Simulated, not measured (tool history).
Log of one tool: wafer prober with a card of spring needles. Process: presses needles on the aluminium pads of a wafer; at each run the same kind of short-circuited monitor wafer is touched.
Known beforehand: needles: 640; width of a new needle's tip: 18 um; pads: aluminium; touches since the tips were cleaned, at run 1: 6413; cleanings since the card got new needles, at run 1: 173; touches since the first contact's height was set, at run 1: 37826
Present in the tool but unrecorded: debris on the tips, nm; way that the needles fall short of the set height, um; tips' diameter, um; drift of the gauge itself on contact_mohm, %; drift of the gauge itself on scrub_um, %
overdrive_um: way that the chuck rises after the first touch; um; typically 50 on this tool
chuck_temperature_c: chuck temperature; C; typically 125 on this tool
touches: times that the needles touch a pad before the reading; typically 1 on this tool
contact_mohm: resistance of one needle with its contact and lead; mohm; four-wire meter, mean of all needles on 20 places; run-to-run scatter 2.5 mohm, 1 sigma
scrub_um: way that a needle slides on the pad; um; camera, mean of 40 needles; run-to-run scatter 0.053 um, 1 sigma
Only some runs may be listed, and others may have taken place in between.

run	hour	overdrive_um	chuck_temperature_c	touches	touches since the tips were cleaned	cleanings since the card got new needles	touches since the first contact's height was set	contact_mohm	scrub_um
1	0	50	125	1	6413	173	37826	490	9.42
# hour 4.3: tips cleaned on abrasive film
# hour 25: tips cleaned on abrasive film
# hour 41.7: tips cleaned on abrasive film
# hour 62.6: tips cleaned on abrasive film
2	67.9	50	125	1	2249	177	66214	419	9.33
# hour 80.5: tips cleaned on abrasive film
# hour 101.4: tips cleaned on abrasive film
3	111.2	53	125	1	4114	179	84286	446	9.91
# hour 119.6: tips cleaned on abrasive film
# hour 140.4: tips cleaned on abrasive film
# hour 161.3: tips cleaned on abrasive film
# hour 178: tips cleaned on abrasive film
4	189.1	32	125	1	4679	183	116887	788	5.75
# hour 197.5: tips cleaned on abrasive film
# hour 218.4: tips cleaned on abrasive film
# hour 239.3: tips cleaned on abrasive film
5	252.8	32	125	1	5680	186	143509	814	5.75
# hour 257: tips cleaned on abrasive film
# hour 273.7: tips cleaned on abrasive film
# hour 274: height of the first contact set anew
# hour 290.7: tips cleaned on abrasive film
# hour 311.6: tips cleaned on abrasive film
6	322.4	32	125	1	4571	190	20257	839	5.49
# hour 330.8: tips cleaned on abrasive film
# hour 347.5: tips cleaned on abrasive film
# hour 368.4: tips cleaned on abrasive film
# hour 389.1: tips cleaned on abrasive film
# hour 405.8: tips cleaned on abrasive film
7	408.2	32	125	1	1036	195	56101	550	5.4
# hour 424.9: tips cleaned on abrasive film
# hour 445.8: tips cleaned on abrasive film
8	447.4	32	125	1	682	197	72490	541	5.33
# hour 464.1: tips cleaned on abrasive film
# hour 485: tips cleaned on abrasive film
9	491.7	50	125	1	2807	199	91004	447	8.72
# hour 504.2: tips cleaned on abrasive film
# hour 525: tips cleaned on abrasive film
10	535.4	50	125	1	4347	201	109283	499	8.69
# hour 543.8: tips cleaned on abrasive film
# hour 564.4: tips cleaned on abrasive film
# hour 585.3: tips cleaned on abrasive film
11	591.7	41	125	1	2701	204	132832	553	6.96
# hour 604.3: tips cleaned on abrasive film
# hour 621: tips cleaned on abrasive film
# hour 637.7: tips cleaned on abrasive film
# hour 642.1: height of the first contact set anew
# hour 658.9: tips cleaned on abrasive film
# hour 678.9: tips cleaned on abrasive film
12	678.9	50	86	1	0	209	15369	311	9.4
# hour 699.7: tips cleaned on abrasive film
# hour 708.4: height of the first contact set anew, once more
# hour 716.8: tips cleaned on abrasive film
13	733.3	50	125	1	6961	211	10452	505	9.44
# hour 737.6: tips cleaned on abrasive film
# hour 758.4: tips cleaned on abrasive film
# hour 779.3: tips cleaned on abrasive film
14	783.1	50	125	1	1582	214	31231	420	9.43
# hour 799.8: tips cleaned on abrasive film
# hour 816.5: tips cleaned on abrasive film
# hour 837.3: tips cleaned on abrasive film
# hour 858.2: tips cleaned on abrasive film
15	874.2	50	125	1	6712	218	69355	531	9.3
# hour 878.4: tips cleaned on abrasive film
# hour 895.1: tips cleaned on abrasive film
# hour 915.8: tips cleaned on abrasive film
# hour 932.5: tips cleaned on abrasive film
16	947.1	50	125	1	6118	222	99822	518	9.25
# hour 951.3: tips cleaned on abrasive film
# hour 968: tips cleaned on abrasive film
# hour 984.8: tips cleaned on abrasive film
# hour 1005.6: tips cleaned on abrasive film
17	1011.3	41	46	1	2400	226	126654	552	7.54
# hour 1023.9: tips cleaned on abrasive film
# hour 1044.7: tips cleaned on abrasive film
# hour 1061.5: tips cleaned on abrasive film
# hour 1074.2: height of the first contact set anew
# hour 1082.6: tips cleaned on abrasive film
# hour 1099.3: tips cleaned on abrasive film
18	1107.6	38	46	1	3490	231	13962	614	7.16
# hour 1117.3: tips cleaned on abrasive film
# hour 1138.2: tips cleaned on abrasive film
# hour 1159.1: tips cleaned on abrasive film
# hour 1179.9: tips cleaned on abrasive film
# hour 1200: tips cleaned on abrasive film
19	1200	64	46	2	0	236	52550	284	11.98
# hour 1220.8: tips cleaned on abrasive film
# hour 1237.5: tips cleaned on abrasive film
20	1250.8	64	46	2	5587	238	73843	362	12.09
# hour 1255.1: tips cleaned on abrasive film
# hour 1271.8: tips cleaned on abrasive film
# hour 1288.5: tips cleaned on abrasive film
21	1299.2	50	74	1	4488	241	94038	521	9.28
# hour 1307.6: tips cleaned on abrasive film
# hour 1324.3: tips cleaned on abrasive film
# hour 1345.2: tips cleaned on abrasive film
22	1350.8	51	101	1	2381	244	115616	463	9.52
# hour 1363.4: tips cleaned on abrasive film
# hour 1384.2: tips cleaned on abrasive film
# hour 1401: tips cleaned on abrasive film
# hour 1421.8: tips cleaned on abrasive film
23	1424.1	50	60	2	948	248	146232	333	9.26
# hour 1440.8: tips cleaned on abrasive film
# hour 1441.1: height of the first contact set anew
# hour 1461.6: tips cleaned on abrasive film
# hour 1482.3: tips cleaned on abrasive film
# hour 1499: tips cleaned on abrasive film
# hour 1518: tips cleaned on abrasive film
24	1518	57	60	1	0	253	32171	305	10.63
# hour 1538.6: tips cleaned on abrasive film
# hour 1550.6: card fitted with new needles
# hour 1571.4: tips cleaned on abrasive film
# hour 1588.1: tips cleaned on abrasive film
25	1604.5	63	60	2	6905	2	22552	318	11.89
# hour 1608.8: tips cleaned on abrasive film
# hour 1625.5: tips cleaned on abrasive film
# hour 1646.3: tips cleaned on abrasive film
# hour 1663: tips cleaned on abrasive film
26	1673.7	39	125	2	4485	6	51469	395	7.28
# hour 1682.1: tips cleaned on abrasive film
# hour 1703: tips cleaned on abrasive film
# hour 1723.8: tips cleaned on abrasive film
# hour 1744.6: tips cleaned on abrasive film
# hour 1763.4: tips cleaned on abrasive film
27	1763.4	50	72	2	0	11	88936	286	9.2

Predict each of these 3 candidate next runs independently; none follows another, all start after run 27:
# hour 1780.1: tips cleaned on abrasive film
# hour 1800.9: tips cleaned on abrasive film
# hour 1821.6: tips cleaned on abrasive film
# hour 1841.4: tips cleaned on abrasive film
A	1841.4	63	125	2	0	15	121577	?	?
# hour 1780.1: tips cleaned on abrasive film
# hour 1800.9: tips cleaned on abrasive film
# hour 1821.6: tips cleaned on abrasive film
# hour 1841.4: tips cleaned on abrasive film
B	1841.4	50	50	1	0	15	121577	?	?
# hour 1780.1: tips cleaned on abrasive film
# hour 1800.9: tips cleaned on abrasive film
# hour 1821.6: tips cleaned on abrasive film
# hour 1841.4: tips cleaned on abrasive film
C	1841.4	43	72	2	0	15	121577	?	?

run	contact_mohm	scrub_um
A	289	11.72
B	274	9.13
C	294	7.82
Without the tool's hidden state the same runs would have given:
run	contact_mohm	scrub_um
A	285	12.01
B	265	9.43
C	286	8.11
